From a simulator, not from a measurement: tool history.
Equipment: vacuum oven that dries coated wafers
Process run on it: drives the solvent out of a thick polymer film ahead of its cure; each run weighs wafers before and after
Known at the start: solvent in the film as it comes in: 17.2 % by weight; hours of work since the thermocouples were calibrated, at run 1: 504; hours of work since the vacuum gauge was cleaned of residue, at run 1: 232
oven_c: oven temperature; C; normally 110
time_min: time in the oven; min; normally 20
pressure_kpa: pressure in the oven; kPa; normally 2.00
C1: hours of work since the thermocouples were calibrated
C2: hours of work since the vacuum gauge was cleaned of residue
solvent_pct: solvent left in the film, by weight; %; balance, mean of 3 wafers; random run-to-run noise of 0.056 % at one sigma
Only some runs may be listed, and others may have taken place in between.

Run 1, day 0.000: usual settings; C1 504; C2 232. Result: solvent_pct 3.21 %.
Run 2, day 0.388: usual settings; C1 510; C2 238. Result: solvent_pct 3.13 %.
Run 3, day 1.050: usual settings but time_min 10 min; C1 519; C2 247. Result: solvent_pct 5.88 %.
Run 4, day 1.592: usual settings but oven_c 109 C; C1 527; C2 255. Result: solvent_pct 3.36 %.
Run 5, day 2.258: usual settings but oven_c 109 C; C1 537; C2 265. Result: solvent_pct 3.37 %.
Run 6, day 2.704: usual settings but oven_c 109 C, pressure_kpa 3.28 kPa; C1 543; C2 272. Result: solvent_pct 4.41 %.
Run 7, day 3.017: usual settings but oven_c 109 C, pressure_kpa 3.28 kPa; C1 548; C2 276. Result: solvent_pct 4.51 %.
Run 8, day 3.308: usual settings but oven_c 109 C, pressure_kpa 3.28 kPa; C1 552; C2 280. Result: solvent_pct 4.46 %.
Run 9, day 3.850: usual settings but time_min 22 min; C1 560; C2 288. Result: solvent_pct 2.91 %.
Run 10, day 4.142: usual settings but time_min 22 min; C1 565; C2 293. Result: solvent_pct 2.78 %.
Run 11, day 4.783: usual settings but time_min 22 min; C1 574; C2 302. Result: solvent_pct 2.87 %.
At day 4.879: vacuum gauge cleaned of residue and calibrated.
Run 12, day 5.550: usual settings but pressure_kpa 3.83 kPa; C1 584; C2 10. Result: solvent_pct 4.84 %.
Run 13, day 6.079: usual settings but pressure_kpa 3.83 kPa; C1 592; C2 18. Result: solvent_pct 4.75 %.
Run 14, day 6.542: usual settings but time_min 31 min; C1 599; C2 24. Result: solvent_pct 2.30 %.
Run 15, day 6.862: usual settings but time_min 31 min; C1 603; C2 29. Result: solvent_pct 2.41 %.
At day 7.025: vacuum gauge cleaned of residue and calibrated, once more.
Run 16, day 7.475: usual settings but time_min 13 min; C1 611; C2 7. Result: solvent_pct 4.59 %.
Run 17, day 8.096: usual settings but oven_c 125 C; C1 620; C2 16. Result: solvent_pct 1.34 %.
Run 18, day 8.650: usual settings but oven_c 125 C; C1 628; C2 24. Result: solvent_pct 1.23 %.
Run 19, day 9.329: usual settings; C1 638; C2 34. Result: solvent_pct 3.11 %.
Run 20, day 9.979: usual settings but oven_c 97 C; C1 648; C2 43. Result: solvent_pct 5.76 %.
Run 21, day 10.617: usual settings but oven_c 105 C, pressure_kpa 1.47 kPa; C1 657; C2 52. Result: solvent_pct 3.61 %.
Run 22, day 11.250: usual settings but oven_c 105 C, pressure_kpa 1.47 kPa; C1 666; C2 62. Result: solvent_pct 3.56 %.
Run 23, day 11.588: usual settings but oven_c 105 C, pressure_kpa 1.47 kPa; C1 671; C2 67. Result: solvent_pct 3.54 %.
Run 24, day 12.042: usual settings but oven_c 97 C, time_min 19 min, pressure_kpa 4.86 kPa; C1 678; C2 73. Result: solvent_pct 9.35 %.
Run 25, day 12.517: usual settings but oven_c 98 C, time_min 15 min, pressure_kpa 3.02 kPa; C1 685; C2 80. Result: solvent_pct 7.73 %.
Run 26, day 12.821: usual settings but time_min 11 min, pressure_kpa 3.07 kPa; C1 689; C2 85. Result: solvent_pct 5.97 %.
Run 27, day 13.204: usual settings but oven_c 108 C, time_min 16 min, pressure_kpa 2.02 kPa; C1 695; C2 90. Result: solvent_pct 4.24 %.
Run 28, day 13.592: usual settings but time_min 18 min; C1 700; C2 96. Result: solvent_pct 3.32 %.
Run 29, day 14.096: usual settings but oven_c 109 C, time_min 10 min, pressure_kpa 2.90 kPa; C1 708; C2 103. Result: solvent_pct 6.62 %.
Run 30, day 14.654: usual settings but oven_c 109 C, time_min 10 min, pressure_kpa 2.90 kPa; C1 716; C2 111. Result: solvent_pct 6.52 %.
Run 31, day 15.275: usual settings but oven_c 109 C, time_min 33 min, pressure_kpa 2.90 kPa; C1 725; C2 120. Result: solvent_pct 3.10 %.
Run 32, day 15.725: usual settings but oven_c 118 C, time_min 33 min, pressure_kpa 3.56 kPa; C1 732; C2 127. Result: solvent_pct 2.57 %.
Run 33, day 16.200: usual settings but oven_c 106 C, time_min 14 min, pressure_kpa 7.84 kPa; C1 739; C2 134. Result: solvent_pct 9.98 %.
Run 34, day 16.712: usual settings but oven_c 104 C, time_min 18 min, pressure_kpa 5.03 kPa; C1 746; C2 141. Result: solvent_pct 7.31 %.
Run 35, day 17.000: usual settings but oven_c 104 C, time_min 18 min, pressure_kpa 5.03 kPa; C1 750; C2 145. Result: solvent_pct 7.58 %.
Run 36, day 17.579: usual settings but oven_c 113 C, time_min 27 min, pressure_kpa 3.41 kPa; C1 759; C2 154. Result: solvent_pct 3.14 %.
Run 37, day 17.933: usual settings but oven_c 121 C, time_min 24 min, pressure_kpa 2.27 kPa; C1 764; C2 159. Result: solvent_pct 1.57 %.
Run 38, day 18.596: usual settings but oven_c 121 C, time_min 24 min, pressure_kpa 2.27 kPa; C1 773; C2 169. Result: solvent_pct 1.66 %.
Run 39, day 19.096: usual settings but oven_c 121 C, time_min 24 min, pressure_kpa 2.27 kPa; C1 781; C2 176. Result: solvent_pct 1.66 %.

Consider 5 possible next runs. They are alternatives, not a sequence: every one starts from the tool as it was left by run 39. What does each give?
Run A, day 19.742: usual settings but time_min 12 min, pressure_kpa 5.32 kPa; C1 790; C2 185. Result: solvent_pct ?.
Run B, day 19.742: usual settings but oven_c 97 C, time_min 21 min, pressure_kpa 2.32 kPa; C1 790; C2 185. Result: solvent_pct ?.
Run C, day 19.742: usual settings but oven_c 96 C, time_min 26 min, pressure_kpa 1.47 kPa; C1 790; C2 185. Result: solvent_pct ?.
Run D, day 19.742: usual settings but oven_c 95 C, time_min 24 min, pressure_kpa 2.27 kPa; C1 790; C2 185. Result: solvent_pct ?.
Run E, day 19.742: usual settings but time_min 14 min; C1 790; C2 185. Result: solvent_pct ?.

run  solvent_pct
  A         7.28
  B         6.09
  C         4.38
  D         6.05
  E         4.32
The same runs, with their run-to-run variation unchanged, on a tool lacking any hidden condition would have given:
run  solvent_pct
  A         7.48
  B         6.26
  C         4.50
  D         6.21
  E         4.47
